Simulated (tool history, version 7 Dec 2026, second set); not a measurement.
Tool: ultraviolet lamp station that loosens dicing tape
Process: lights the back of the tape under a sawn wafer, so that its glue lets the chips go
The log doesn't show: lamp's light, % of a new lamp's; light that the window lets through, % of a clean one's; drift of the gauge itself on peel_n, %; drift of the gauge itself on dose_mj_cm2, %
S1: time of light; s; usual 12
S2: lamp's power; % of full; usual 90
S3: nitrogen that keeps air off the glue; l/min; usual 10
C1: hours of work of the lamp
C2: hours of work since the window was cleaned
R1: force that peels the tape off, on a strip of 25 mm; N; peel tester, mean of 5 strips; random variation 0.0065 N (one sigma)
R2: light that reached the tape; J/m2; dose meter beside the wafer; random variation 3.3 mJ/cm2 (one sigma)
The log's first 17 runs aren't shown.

-- day=32.050 lamp changed
run 18 day=32.483 | S1=12 S2=90 S3=9 | C1=6 C2=133 | R1=0.233 R2=4940
run 19 day=35.125 | S1=12 S2=90 S3=10 | C1=44 C2=171 | R1=0.232 R2=4760
run 20 day=37.521 | S1=12 S2=90 S3=10 | C1=78 C2=204 | R1=0.229 R2=4680
run 21 day=38.821 | S1=8 S2=90 S3=10 | C1=96 C2=223 | R1=0.466 R2=3090
run 22 day=41.258 | S1=8 S2=90 S3=10 | C1=131 C2=257 | R1=0.474 R2=3070
run 23 day=43.188 | S1=12 S2=77 S3=5 | C1=158 C2=285 | R1=0.552 R2=3870
run 24 day=44.954 | S1=12 S2=77 S3=5 | C1=183 C2=310 | R1=0.547 R2=3760
run 25 day=46.096 | S1=21 S2=78 S3=10 | C1=199 C2=326 | R1=0.177 R2=6670

The next listed run, before its measurement:
run 26 day=47.829 | S1=21 S2=78 S3=10 | C1=224 C2=351 | R1=? R2=?

R1: 0.167 N
R2: 6550 J/m2
Without the tool's hidden state the same run would have given R1 0.160 N, R2 7770 J/m2.
